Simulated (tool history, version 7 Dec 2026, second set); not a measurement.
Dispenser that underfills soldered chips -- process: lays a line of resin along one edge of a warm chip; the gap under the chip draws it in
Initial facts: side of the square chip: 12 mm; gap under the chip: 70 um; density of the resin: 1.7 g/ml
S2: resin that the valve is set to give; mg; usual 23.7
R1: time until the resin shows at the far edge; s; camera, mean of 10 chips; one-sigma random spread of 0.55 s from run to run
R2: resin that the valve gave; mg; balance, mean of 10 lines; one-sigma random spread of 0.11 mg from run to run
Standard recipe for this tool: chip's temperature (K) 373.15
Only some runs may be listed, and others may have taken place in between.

run 1 day=0.000 | chip's_temperature_(K)=373.15 S2=23.7 | R1=65.8 R2=22.81
-- day=0.100 new syringe of resin
-- day=0.433 new syringe of resin
run 2 day=0.633 | chip's_temperature_(K)=373.15 S2=23.7 | R1=62.7 R2=22.60
-- day=0.779 new syringe of resin
-- day=0.971 dispensing valve cleaned and set on the balance
run 3 day=0.971 | chip's_temperature_(K)=373.15 S2=23.7 | R1=59.2 R2=23.64
-- day=1.188 new syringe of resin
run 4 day=1.442 | chip's_temperature_(K)=373.15 S2=23.7 | R1=67.2 R2=23.53
-- day=1.533 new syringe of resin
-- day=1.858 new syringe of resin
run 5 day=1.867 | chip's_temperature_(K)=373.15 S2=23.7 | R1=49.7 R2=23.43
-- day=2.208 new syringe of resin
run 6 day=2.271 | chip's_temperature_(K)=373.15 S2=20.5 | R1=55.8 R2=20.10
-- day=2.550 new syringe of resin
-- day=2.871 new syringe of resin
run 7 day=2.917 | chip's_temperature_(K)=385.15 S2=20.5 | R1=33.2 R2=20.03
-- day=3.200 new syringe of resin
run 8 day=3.275 | chip's_temperature_(K)=385.15 S2=20.5 | R1=34.2 R2=20.05
-- day=3.529 new syringe of resin
-- day=3.879 new syringe of resin
run 9 day=3.917 | chip's_temperature_(K)=385.15 S2=20.5 | R1=33.7 R2=19.71
-- day=4.117 dispensing valve cleaned and set on the balance
-- day=4.283 new syringe of resin
run 10 day=4.438 | chip's_temperature_(K)=385.15 S2=20.5 | R1=38.6 R2=20.23
-- day=4.617 new syringe of resin
-- day=4.967 new syringe of resin
run 11 day=5.067 | chip's_temperature_(K)=385.15 S2=20.5 | R1=36.2 R2=20.10
-- day=5.317 new syringe of resin
run 12 day=5.454 | chip's_temperature_(K)=385.15 S2=20.5 | R1=38.7 R2=20.07
-- day=5.633 new syringe of resin
-- day=5.721 stage's temperature calibrated
-- day=6.046 new syringe of resin
run 13 day=6.125 | chip's_temperature_(K)=385.15 S2=20.5 | R1=33.1 R2=20.06
-- day=6.379 new syringe of resin
run 14 day=6.608 | chip's_temperature_(K)=385.15 S2=20.5 | R1=39.0 R2=19.73
-- day=6.725 new syringe of resin
run 15 day=6.925 | chip's_temperature_(K)=364.15 S2=26.6 | R1=83.5 R2=25.45
-- day=7.067 new syringe of resin
-- day=7.296 dispensing valve cleaned and set on the balance
-- day=7.433 new syringe of resin
run 16 day=7.496 | chip's_temperature_(K)=364.15 S2=26.6 | R1=70.5 R2=26.77
-- day=7.788 new syringe of resin
run 17 day=7.938 | chip's_temperature_(K)=362.15 S2=25.4 | R1=87.3 R2=25.23
-- day=8.138 new syringe of resin
-- day=8.508 new syringe of resin
run 18 day=8.575 | chip's_temperature_(K)=375.15 S2=23.3 | R1=45.8 R2=22.84
-- day=8.838 new syringe of resin
run 19 day=9.083 | chip's_temperature_(K)=367.15 S2=21.5 | R1=80.6 R2=21.03
-- day=9.158 new syringe of resin
-- day=9.508 new syringe of resin
run 20 day=9.700 | chip's_temperature_(K)=383.15 S2=27.9 | R1=36.7 R2=27.05
-- day=9.867 new syringe of resin
run 21 day=10.038 | chip's_temperature_(K)=385.15 S2=23.7 | R1=35.7 R2=22.63
-- day=10.200 new syringe of resin
-- day=10.438 dispensing valve cleaned and set on the balance
-- day=10.592 new syringe of resin
run 22 day=10.725 | chip's_temperature_(K)=385.15 S2=23.7 | R1=33.4 R2=23.86
-- day=10.946 new syringe of resin
run 23 day=11.196 | chip's_temperature_(K)=381.15 S2=30.5 | R1=43.2 R2=30.14
-- day=11.296 new syringe of resin
run 24 day=11.512 | chip's_temperature_(K)=386.15 S2=30.4 | R1=34.3 R2=29.93
-- day=11.633 new syringe of resin
run 25 day=11.783 | chip's_temperature_(K)=369.15 S2=23.7 | R1=66.0 R2=23.23
-- day=11.967 new syringe of resin
run 26 day=12.204 | chip's_temperature_(K)=369.15 S2=23.7 | R1=73.6 R2=23.25
-- day=12.292 new syringe of resin
-- day=12.625 new syringe of resin
run 27 day=12.775 | chip's_temperature_(K)=366.15 S2=24.4 | R1=73.5 R2=23.65

Below, each run's measurement less what the same run would have read without the hidden state. Both values contain the same run-to-run variation, but the gauge's scatter may not be the same in both:
Unlogged tool condition in this case: resin's viscosity, % of fresh resin's; dose that the valve gives, % of what is set; true chip temperature over the reading, C; drift of the gauge itself on fill_s, %; drift of the gauge itself on given_mg, %.
run=1 R1=+19.8 R2=-0.81
run=2 R1=+17.1 R2=-1.02
run=3 R1=+13.9 R2=+0.02
run=4 R1=+21.4 R2=-0.15
run=5 R1=+4.0 R2=-0.28
run=6 R1=+8.7 R2=-0.37
run=7 R1=+4.7 R2=-0.56
run=8 R1=+5.4 R2=-0.68
run=9 R1=+4.4 R2=-0.87
run=10 R1=+9.3 R2=-0.08
run=11 R1=+6.6 R2=-0.27
run=12 R1=+8.9 R2=-0.39
run=13 R1=+4.0 R2=-0.59
run=14 R1=+9.2 R2=-0.71
run=15 R1=+17.8 R2=-1.04
run=16 R1=+5.7 R2=+0.03
run=17 R1=+14.8 R2=-0.13
run=18 R1=+4.0 R2=-0.32
run=19 R1=+20.3 R2=-0.46
run=20 R1=+7.6 R2=-0.84
run=21 R1=+7.5 R2=-0.83
run=22 R1=+5.2 R2=+0.00
run=23 R1=+11.7 R2=-0.21
run=24 R1=+8.1 R2=-0.34
run=25 R1=+11.6 R2=-0.35
run=26 R1=+19.5 R2=-0.50
run=27 R1=+13.1 R2=-0.70
